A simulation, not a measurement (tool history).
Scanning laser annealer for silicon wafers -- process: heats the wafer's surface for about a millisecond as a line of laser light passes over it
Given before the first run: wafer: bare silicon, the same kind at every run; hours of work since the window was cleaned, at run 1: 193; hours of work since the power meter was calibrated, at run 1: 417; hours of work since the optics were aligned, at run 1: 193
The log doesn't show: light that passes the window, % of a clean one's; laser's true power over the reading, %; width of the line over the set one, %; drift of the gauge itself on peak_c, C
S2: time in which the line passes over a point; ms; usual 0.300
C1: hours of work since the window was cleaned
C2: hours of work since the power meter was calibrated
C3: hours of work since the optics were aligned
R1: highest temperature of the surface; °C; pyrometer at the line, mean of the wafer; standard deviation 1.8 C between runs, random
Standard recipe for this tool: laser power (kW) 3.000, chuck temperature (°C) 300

{"run": 1, "hour": 0.0, "laser power (kW)": 3.0, "S2": 0.3, "chuck temperature (°C)": 300, "C1": 193, "C2": 417, "C3": 193, "R1": 1020}
{"run": 2, "hour": 81.4, "laser power (kW)": 3.0, "S2": 0.3, "chuck temperature (°C)": 300, "C1": 236, "C2": 459, "C3": 236, "R1": 1020}
{"run": 3, "hour": 141.8, "laser power (kW)": 3.0, "S2": 0.335, "chuck temperature (°C)": 300, "C1": 267, "C2": 491, "C3": 267, "R1": 1063}
{"run": 4, "hour": 181.4, "laser power (kW)": 3.0, "S2": 0.335, "chuck temperature (°C)": 300, "C1": 288, "C2": 512, "C3": 288, "R1": 1061}
{"run": 5, "hour": 251.9, "laser power (kW)": 3.0, "S2": 0.335, "chuck temperature (°C)": 300, "C1": 325, "C2": 549, "C3": 325, "R1": 1060}
{"run": 6, "hour": 328.8, "laser power (kW)": 3.0, "S2": 0.3, "chuck temperature (°C)": 300, "C1": 366, "C2": 590, "C3": 366, "R1": 1023}
{"run": 7, "hour": 403.0, "laser power (kW)": 3.0, "S2": 0.3, "chuck temperature (°C)": 300, "C1": 405, "C2": 629, "C3": 405, "R1": 1025}

What will run 8 give?
{"run": 8, "hour": 485.1, "laser power (kW)": 3.0, "S2": 0.3, "chuck temperature (°C)": 300, "C1": 448, "C2": 672, "C3": 448, "R1": "?"}

R1: 1021 °C
On a tool with no hidden condition, and with the same random variation, this run would have come out at R1 1022 °C.
